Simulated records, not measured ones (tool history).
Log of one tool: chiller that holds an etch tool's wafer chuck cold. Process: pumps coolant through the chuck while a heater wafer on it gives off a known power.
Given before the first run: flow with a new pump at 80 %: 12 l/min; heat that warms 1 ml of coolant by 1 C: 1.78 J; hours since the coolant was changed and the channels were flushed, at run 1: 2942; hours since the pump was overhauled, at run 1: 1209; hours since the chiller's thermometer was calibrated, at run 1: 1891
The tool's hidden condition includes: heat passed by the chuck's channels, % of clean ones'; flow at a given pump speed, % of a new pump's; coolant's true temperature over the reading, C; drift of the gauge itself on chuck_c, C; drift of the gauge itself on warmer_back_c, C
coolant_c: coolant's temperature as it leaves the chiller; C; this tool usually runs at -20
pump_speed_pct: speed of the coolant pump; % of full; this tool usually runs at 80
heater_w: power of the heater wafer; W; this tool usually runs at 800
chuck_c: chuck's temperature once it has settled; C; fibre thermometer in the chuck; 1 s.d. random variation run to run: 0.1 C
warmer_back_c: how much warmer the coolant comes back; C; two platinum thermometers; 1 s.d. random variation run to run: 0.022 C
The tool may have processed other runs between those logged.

run,hour,coolant_c,pump_speed_pct,heater_w,hours since the coolant was changed and the channels were flushed,hours since the pump was overhauled,hours since the chiller's thermometer was calibrated,chuck_c,warmer_back_c
1,0.0,-20,80,800,2942,1209,1891,-11.8,2.30
2,127.7,-20,80,800,3069,1337,2019,-11.6,2.31
3,268.5,-20,80,800,3210,1478,2159,-11.5,2.28
4,418.8,-20,80,549,3361,1628,2310,-14.5,1.58
5,547.4,-20,80,549,3489,1757,2438,-14.5,1.59
6,623.8,-20,80,549,3566,1833,2515,-14.3,1.59
# hour 655.0: chiller's thermometer calibrated
7,704.3,-20,80,549,3645,1913,49,-13.9,1.63
8,818.1,-20,99,800,3759,2027,163,-12.2,1.88
9,960.7,-20,99,800,3901,2169,306,-12.2,1.84
10,1050.4,-20,72,800,3991,2259,395,-10.6,2.62
11,1201.1,-20,80,800,4142,2410,546,-11.0,2.32
12,1317.1,-20,68,800,4258,2526,662,-10.0,2.79
13,1407.8,-20,80,800,4349,2616,753,-11.1,2.30
14,1507.7,-20,80,477,4448,2716,853,-14.7,1.43
# hour 1623.3: coolant changed, channels flushed
15,1650.3,-20,80,716,27,2853,989,-12.9,2.08
16,1761.2,-20,70,727,138,2964,1100,-12.1,2.43
17,1894.4,-12,96,459,271,3097,1233,-8.2,1.09
# hour 1916.0: coolant pump overhauled
18,2075.3,-19,79,441,447,159,1409,-14.7,1.37
# hour 2168.5: coolant pump overhauled, once more
19,2237.7,-13,73,987,604,69,1567,-2.9,3.03
20,2397.8,-20,83,426,764,229,1727,-16.1,1.10
21,2540.4,-19,96,1102,907,372,1869,-9.5,2.51
22,2614.4,-20,64,724,981,446,1943,-11.9,2.55
23,2732.4,-27,79,816,1099,564,2061,-19.1,2.29
24,2829.0,-27,79,816,1196,660,2158,-19.1,2.33
25,2931.7,-27,79,816,1298,763,2261,-19.0,2.35
26,3086.4,-27,79,816,1453,918,2415,-19.0,2.30
# hour 3216.4: chiller's thermometer calibrated
27,3222.5,-27,79,816,1588,1053,6,-18.5,2.30
28,3320.6,-13,63,594,1686,1151,104,-5.9,2.14
29,3425.4,-13,63,594,1791,1256,209,-5.8,2.10

Below are 4 alternative next runs, each starting from the tool's condition after run 29. Predict each:
A,3593.0,-23,97,467,1959,1424,377,?,?
B,3593.0,-23,80,650,1959,1424,377,?,?
C,3593.0,-13,80,843,1959,1424,377,?,?
D,3593.0,-27,70,622,1959,1424,377,?,?

run,chuck_c,warmer_back_c
A,-18.7,1.09
B,-16.3,1.78
C,-4.4,2.35
D,-20.0,2.00
Without the tool's unlogged condition, the same runs would have read:
run,chuck_c,warmer_back_c
A,-18.9,1.08
B,-16.7,1.77
C,-4.9,2.34
D,-20.4,1.99
